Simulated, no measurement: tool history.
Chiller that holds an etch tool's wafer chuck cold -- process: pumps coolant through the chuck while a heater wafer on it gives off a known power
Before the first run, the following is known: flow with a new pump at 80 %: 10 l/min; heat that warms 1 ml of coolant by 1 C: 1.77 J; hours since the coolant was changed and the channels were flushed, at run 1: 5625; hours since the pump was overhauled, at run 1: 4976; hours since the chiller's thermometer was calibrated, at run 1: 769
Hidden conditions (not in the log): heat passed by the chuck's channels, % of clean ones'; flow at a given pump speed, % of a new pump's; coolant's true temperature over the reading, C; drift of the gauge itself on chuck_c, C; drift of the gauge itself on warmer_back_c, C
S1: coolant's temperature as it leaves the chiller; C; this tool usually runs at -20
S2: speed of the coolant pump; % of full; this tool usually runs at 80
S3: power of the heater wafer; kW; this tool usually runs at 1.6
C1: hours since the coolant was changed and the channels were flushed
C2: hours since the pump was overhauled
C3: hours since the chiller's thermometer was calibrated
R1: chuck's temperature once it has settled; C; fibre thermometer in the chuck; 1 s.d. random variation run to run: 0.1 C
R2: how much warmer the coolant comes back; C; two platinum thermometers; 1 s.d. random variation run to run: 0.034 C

Run 1, hour 0: usual settings; C1 5625; C2 4976; C3 769. Result: R1 -0.9 C, R2 5.47 C.
Run 2, hour 151.5: usual settings but S3 0.823 kW; C1 5777; C2 5127; C3 921. Result: R1 -10.3 C, R2 2.76 C.
Run 3, hour 244.9: usual settings but S3 1.618 kW; C1 5870; C2 5220; C3 1014. Result: R1 -0.8 C, R2 5.43 C.
Run 4, hour 399.5: usual settings but S3 1.91 kW; C1 6025; C2 5375; C3 1169. Result: R1 3 C, R2 6.43 C.
Run 5, hour 524.3: usual settings but S3 1.91 kW; C1 6150; C2 5500; C3 1294. Result: R1 2.8 C, R2 6.43 C.
Run 6, hour 660.9: usual settings but S2 83 % of full, S3 1.91 kW; C1 6286; C2 5636; C3 1430. Result: R1 2.2 C, R2 6.19 C.
Run 7, hour 770.3: usual settings but S2 83 % of full, S3 1.91 kW; C1 6396; C2 5746; C3 1540. Result: R1 2.2 C, R2 6.19 C.
Run 8, hour 890.9: usual settings but S1 -16 C; C1 6516; C2 5866; C3 1660. Result: R1 3.5 C, R2 5.33 C.
Run 9, hour 984.9: usual settings but S1 -16 C; C1 6610; C2 5960; C3 1754. Result: R1 3.3 C, R2 5.33 C.
Run 10, hour 1057.2: usual settings but S2 90 % of full; C1 6683; C2 6033; C3 1827. Result: R1 -2.6 C, R2 4.66 C.
Run 11, hour 1147.7: usual settings but S3 1.173 kW; C1 6773; C2 6123; C3 1917. Result: R1 -5.9 C, R2 3.89 C.
Run 12, hour 1287.4: usual settings but S3 1.173 kW; C1 6913; C2 6263; C3 2057. Result: R1 -5.9 C, R2 3.84 C.
Run 13, hour 1438.2: usual settings but S3 1.173 kW; C1 7064; C2 6414; C3 2208. Result: R1 -5.7 C, R2 3.91 C.
Run 14, hour 1591.3: usual settings; C1 7217; C2 6567; C3 2361. Result: R1 -0.9 C, R2 5.33 C.
Run 15, hour 1722.1: usual settings but S3 1.715 kW; C1 7347; C2 6698; C3 2492. Result: R1 0.6 C, R2 5.74 C.
Run 16, hour 1835.9: usual settings but S3 1.715 kW; C1 7461; C2 6811; C3 2605. Result: R1 0.5 C, R2 5.65 C.
Run 17, hour 1965.4: usual settings but S2 68 % of full; C1 7591; C2 6941; C3 2735. Result: R1 1.8 C, R2 6.29 C.
Run 18, hour 2044.6: usual settings but S1 -22 C, S2 83 % of full, S3 1.193 kW; C1 7670; C2 7020; C3 2814. Result: R1 -8.1 C, R2 3.77 C.
Run 19, hour 2137.5: usual settings but S1 -22 C, S2 81 % of full; C1 7763; C2 7113; C3 2907. Result: R1 -3 C, R2 5.21 C.
At hour 2198: coolant changed, channels flushed.
Run 20, hour 2289.4: usual settings but S1 -22 C, S2 64 % of full; C1 91; C2 7259; C3 3053. Result: R1 1.2 C, R2 6.68 C.
At hour 2300.3: chiller's thermometer calibrated.
Run 21, hour 2405.6: usual settings but S1 -22 C, S2 64 % of full; C1 207; C2 7374; C3 105. Result: R1 1.3 C, R2 6.69 C.
Run 22, hour 2519.5: usual settings but S1 -29 C, S2 60 % of full, S3 1.032 kW; C1 320; C2 7488; C3 219. Result: R1 -13.1 C, R2 4.57 C.
Run 23, hour 2621.3: usual settings but S1 -29 C, S2 60 % of full, S3 1.032 kW; C1 422; C2 7590; C3 321. Result: R1 -13.1 C, R2 4.55 C.
Run 24, hour 2731.4: usual settings but S1 -29 C, S2 60 % of full, S3 1.032 kW; C1 532; C2 7700; C3 431. Result: R1 -13.1 C, R2 4.56 C.
Run 25, hour 2893.2: usual settings but S1 -29 C, S2 82 % of full, S3 0.904 kW; C1 694; C2 7862; C3 593. Result: R1 -18.4 C, R2 2.77 C.
Run 26, hour 2974.8: usual settings but S1 -18 C, S2 82 % of full, S3 1.152 kW; C1 776; C2 7943; C3 674. Result: R1 -4.4 C, R2 3.6 C.
Run 27, hour 3060.3: usual settings but S1 -18 C, S2 82 % of full, S3 1.152 kW; C1 861; C2 8029; C3 760. Result: R1 -4.5 C, R2 3.62 C.
Run 28, hour 3190.4: usual settings but S2 84 % of full, S3 0.969 kW; C1 991; C2 8159; C3 890. Result: R1 -9 C, R2 2.94 C.
Run 29, hour 3300.3: usual settings but S1 -17 C, S2 76 % of full, S3 1.299 kW; C1 1101; C2 8269; C3 1000. Result: R1 -0.6 C, R2 4.4 C.
Run 30, hour 3462.6: usual settings but S1 -11 C, S2 76 % of full; C1 1264; C2 8431; C3 1162. Result: R1 9.1 C, R2 5.48 C.

Forecast each of these 4 alternatives for the next run:
Run A, hour 3544.8: usual settings but S2 92 % of full, S3 1.857 kW; C1 1346; C2 8513; C3 1244. Result: R1 ?, R2 ?.
Run B, hour 3544.8: usual settings but S1 -25 C, S2 88 % of full, S3 2.226 kW; C1 1346; C2 8513; C3 1244. Result: R1 ?, R2 ?.
Run C, hour 3544.8: usual settings but S1 -21 C, S2 89 % of full, S3 1.213 kW; C1 1346; C2 8513; C3 1244. Result: R1 ?, R2 ?.
Run D, hour 3544.8: usual settings but S2 99 % of full, S3 2.075 kW; C1 1346; C2 8513; C3 1244. Result: R1 ?, R2 ?.

run    R1    R2
  A  -0.3  5.17
  B  -0.5  6.53
  C  -7.6  3.39
  D   0.7  5.39
Had the tool no hidden state, the same runs would have come out as:
run    R1    R2
  A  -0.3  5.42
  B  -0.5  6.78
  C  -7.6  3.64
  D   0.7  5.64
